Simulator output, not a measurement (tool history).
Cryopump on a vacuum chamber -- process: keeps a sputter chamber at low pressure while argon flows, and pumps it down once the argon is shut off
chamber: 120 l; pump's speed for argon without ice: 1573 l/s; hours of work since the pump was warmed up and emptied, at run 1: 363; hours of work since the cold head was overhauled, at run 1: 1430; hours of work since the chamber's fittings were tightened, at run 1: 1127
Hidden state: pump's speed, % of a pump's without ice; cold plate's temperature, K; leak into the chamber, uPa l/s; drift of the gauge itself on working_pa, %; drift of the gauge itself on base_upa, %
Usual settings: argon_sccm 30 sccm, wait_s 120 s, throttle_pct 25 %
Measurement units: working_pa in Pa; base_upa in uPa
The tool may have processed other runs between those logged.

| run | hour | argon_sccm | wait_s | throttle_pct | hours of work since the pump was warmed up and emptied | hours of work since the cold head was overhauled | hours of work since the chamber's fittings were tightened | working_pa | base_upa |
|---|---|---|---|---|---|---|---|---|---|
| 1 | 0.0 | 30 | 120 | 25 | 363 | 1430 | 1127 | 0.1327 | 1.49 |
| 2 | 47.3 | 30 | 120 | 25 | 402 | 1469 | 1166 | 0.1316 | 1.53 |
| 3 | 150.0 | 30 | 120 | 25 | 486 | 1552 | 1249 | 0.1324 | 1.68 |
| 4 | 251.3 | 30 | 120 | 25 | 568 | 1635 | 1332 | 0.1338 | 1.74 |
| 5 | 320.8 | 30 | 120 | 25 | 625 | 1692 | 1389 | 0.1339 | 1.86 |
| 6 | 398.0 | 30 | 120 | 25 | 688 | 1755 | 1452 | 0.1344 | 1.95 |
| 7 | 477.4 | 30 | 120 | 25 | 753 | 1819 | 1516 | 0.1357 | 1.99 |
| 8 | 531.7 | 30 | 120 | 25 | 797 | 1864 | 1561 | 0.1354 | 2.09 |
| 9 | 592.4 | 30 | 120 | 25 | 847 | 1913 | 1610 | 0.1375 | 2.14 |
| 10 | 659.7 | 30 | 120 | 25 | 901 | 1968 | 1665 | 0.1367 | 2.23 |
| 11 | 741.3 | 30 | 120 | 25 | 968 | 2035 | 1732 | 0.1384 | 2.39 |
| 12 | 827.6 | 30 | 120 | 48 | 1038 | 2105 | 1802 | 0.0766 | 2.51 |
|  | 861.0 | pump warmed up, emptied and cooled again |
| 13 | 912.4 | 30 | 120 | 48 | 42 | 2170 | 1867 | 0.0679 | 2.05 |
| 14 | 1018.5 | 54 | 48 | 17 | 128 | 2256 | 1954 | 0.3445 | 2.51 |
| 15 | 1098.7 | 13 | 162 | 50 | 194 | 2322 | 2019 | 0.0280 | 2.26 |
| 16 | 1187.5 | 24 | 162 | 50 | 266 | 2394 | 2091 | 0.0528 | 2.29 |
| 17 | 1242.4 | 14 | 110 | 50 | 311 | 2439 | 2136 | 0.0313 | 2.47 |
|  | 1290.6 | leaking fittings of the chamber tightened, without venting |
| 18 | 1306.3 | 30 | 40 | 48 | 362 | 2490 | 13 | 0.0699 | 0.94 |
| 19 | 1389.8 | 30 | 40 | 52 | 430 | 2558 | 81 | 0.0672 | 1.01 |
| 20 | 1457.7 | 30 | 40 | 52 | 485 | 2613 | 136 | 0.0658 | 1.07 |
| 21 | 1514.5 | 30 | 40 | 52 | 531 | 2659 | 183 | 0.0664 | 1.10 |
| 22 | 1579.2 | 30 | 31 | 29 | 584 | 2712 | 235 | 0.1155 | 1.37 |
| 23 | 1673.2 | 30 | 133 | 58 | 661 | 2789 | 312 | 0.0612 | 0.77 |
| 24 | 1757.0 | 30 | 133 | 58 | 729 | 2857 | 380 | 0.0623 | 0.89 |

Selected run-to-run steps in working_pa, each split into two signed amounts: the part the tool would show with no hidden state at all (from settings, incoming material and random variation), and the remainder, which goes to the hidden state together with any gauge scatter not common to the measured and the hidden-state-free results:
Run 12 -> 13: pump warmed up, emptied and cooled again. working_pa -0.0087 Pa: hidden state -0.0085, all else -0.0002.
Run 13 -> 14: argon_sccm 30 -> 54, wait_s 120 -> 48, throttle_pct 48 -> 17. working_pa +0.2766 Pa: hidden state +0.0018, all else +0.2748.
Run 14 -> 15: argon_sccm 54 -> 13, wait_s 48 -> 162, throttle_pct 17 -> 50. working_pa -0.3165 Pa: hidden state -0.0020, all else -0.3145.

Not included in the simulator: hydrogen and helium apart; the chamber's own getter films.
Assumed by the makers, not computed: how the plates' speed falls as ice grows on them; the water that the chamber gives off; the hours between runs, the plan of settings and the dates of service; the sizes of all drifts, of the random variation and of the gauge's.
